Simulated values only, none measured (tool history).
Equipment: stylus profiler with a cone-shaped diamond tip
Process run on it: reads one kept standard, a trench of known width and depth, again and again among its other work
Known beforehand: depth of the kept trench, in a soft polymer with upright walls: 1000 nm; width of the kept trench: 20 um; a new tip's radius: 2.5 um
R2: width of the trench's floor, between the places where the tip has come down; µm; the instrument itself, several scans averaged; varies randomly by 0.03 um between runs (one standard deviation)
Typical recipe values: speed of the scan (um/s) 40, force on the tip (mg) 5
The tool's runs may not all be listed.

{"run": 1, "hour": 0.0, "speed of the scan (um/s)": 40, "force on the tip (mg)": 5, "depth of the trench (nm)": 1018.76, "R2": 15.88}
{"run": 2, "hour": 44.7, "speed of the scan (um/s)": 22, "force on the tip (mg)": 5, "depth of the trench (nm)": 1018.5, "R2": 15.98}
{"run": 3, "hour": 75.4, "speed of the scan (um/s)": 43, "force on the tip (mg)": 5, "depth of the trench (nm)": 1018.57, "R2": 15.89}
{"run": 4, "hour": 129.8, "speed of the scan (um/s)": 43, "force on the tip (mg)": 5, "depth of the trench (nm)": 1018.32, "R2": 15.87}
{"run": 5, "hour": 176.3, "speed of the scan (um/s)": 43, "force on the tip (mg)": 5, "depth of the trench (nm)": 1018.24, "R2": 15.85}
{"run": 6, "hour": 219.3, "speed of the scan (um/s)": 43, "force on the tip (mg)": 5, "depth of the trench (nm)": 1018.42, "R2": 15.83}
{"hour": 224.3, "done": "height scale calibrated on a step standard"}
{"run": 7, "hour": 259.3, "speed of the scan (um/s)": 43, "force on the tip (mg)": 5, "depth of the trench (nm)": 1018.46, "R2": 15.86}
{"run": 8, "hour": 315.3, "speed of the scan (um/s)": 40, "force on the tip (mg)": 2.48, "depth of the trench (nm)": 1011.06, "R2": 15.77}
{"run": 9, "hour": 342.0, "speed of the scan (um/s)": 40, "force on the tip (mg)": 2.48, "depth of the trench (nm)": 1011.29, "R2": 15.77}
{"run": 10, "hour": 369.3, "speed of the scan (um/s)": 46, "force on the tip (mg)": 5, "depth of the trench (nm)": 1018.58, "R2": 15.8}
{"run": 11, "hour": 421.6, "speed of the scan (um/s)": 46, "force on the tip (mg)": 5, "depth of the trench (nm)": 1018.16, "R2": 15.87}
{"run": 12, "hour": 467.9, "speed of the scan (um/s)": 52, "force on the tip (mg)": 9.67, "depth of the trench (nm)": 1028.7, "R2": 15.87}
{"run": 13, "hour": 494.2, "speed of the scan (um/s)": 19, "force on the tip (mg)": 11.07, "depth of the trench (nm)": 1031.13, "R2": 15.96}
{"run": 14, "hour": 548.5, "speed of the scan (um/s)": 13, "force on the tip (mg)": 11.07, "depth of the trench (nm)": 1031.12, "R2": 15.96}
{"run": 15, "hour": 582.1, "speed of the scan (um/s)": 41, "force on the tip (mg)": 3.25, "depth of the trench (nm)": 1013.76, "R2": 15.8}
{"run": 16, "hour": 623.9, "speed of the scan (um/s)": 41, "force on the tip (mg)": 3.25, "depth of the trench (nm)": 1013.74, "R2": 15.83}
{"run": 17, "hour": 654.3, "speed of the scan (um/s)": 83, "force on the tip (mg)": 2.01, "depth of the trench (nm)": 1010.1, "R2": 15.59}
{"run": 18, "hour": 679.9, "speed of the scan (um/s)": 26, "force on the tip (mg)": 3.71, "depth of the trench (nm)": 1015.47, "R2": 15.87}
{"run": 19, "hour": 719.5, "speed of the scan (um/s)": 154, "force on the tip (mg)": 7.49, "depth of the trench (nm)": 1024.35, "R2": 15.6}
{"run": 20, "hour": 746.5, "speed of the scan (um/s)": 99, "force on the tip (mg)": 9.27, "depth of the trench (nm)": 1027.6, "R2": 15.72}
{"run": 21, "hour": 774.9, "speed of the scan (um/s)": 99, "force on the tip (mg)": 9.27, "depth of the trench (nm)": 1027.66, "R2": 15.75}

Forecast each of these 4 alternatives for the next run:
{"run": "A", "hour": 828.7, "speed of the scan (um/s)": 45, "force on the tip (mg)": 5, "depth of the trench (nm)": "?", "R2": "?"}
{"run": "B", "hour": 828.7, "speed of the scan (um/s)": 10, "force on the tip (mg)": 1.89, "depth of the trench (nm)": "?", "R2": "?"}
{"run": "C", "hour": 828.7, "speed of the scan (um/s)": 40, "force on the tip (mg)": 1.68, "depth of the trench (nm)": "?", "R2": "?"}
{"run": "D", "hour": 828.7, "speed of the scan (um/s)": 51, "force on the tip (mg)": 9.27, "depth of the trench (nm)": "?", "R2": "?"}

run=A depth_of_the_trench_(nm)=1018.34 R2=15.84
run=B depth_of_the_trench_(nm)=1009.48 R2=15.91
run=C depth_of_the_trench_(nm)=1008.63 R2=15.78
run=D depth_of_the_trench_(nm)=1027.68 R2=15.82
Without the tool's unlogged condition, the same runs would have read:
run=A depth_of_the_trench_(nm)=1018.33 R2=15.85
run=B depth_of_the_trench_(nm)=1009.47 R2=15.92
run=C depth_of_the_trench_(nm)=1008.62 R2=15.78
run=D depth_of_the_trench_(nm)=1027.67 R2=15.82

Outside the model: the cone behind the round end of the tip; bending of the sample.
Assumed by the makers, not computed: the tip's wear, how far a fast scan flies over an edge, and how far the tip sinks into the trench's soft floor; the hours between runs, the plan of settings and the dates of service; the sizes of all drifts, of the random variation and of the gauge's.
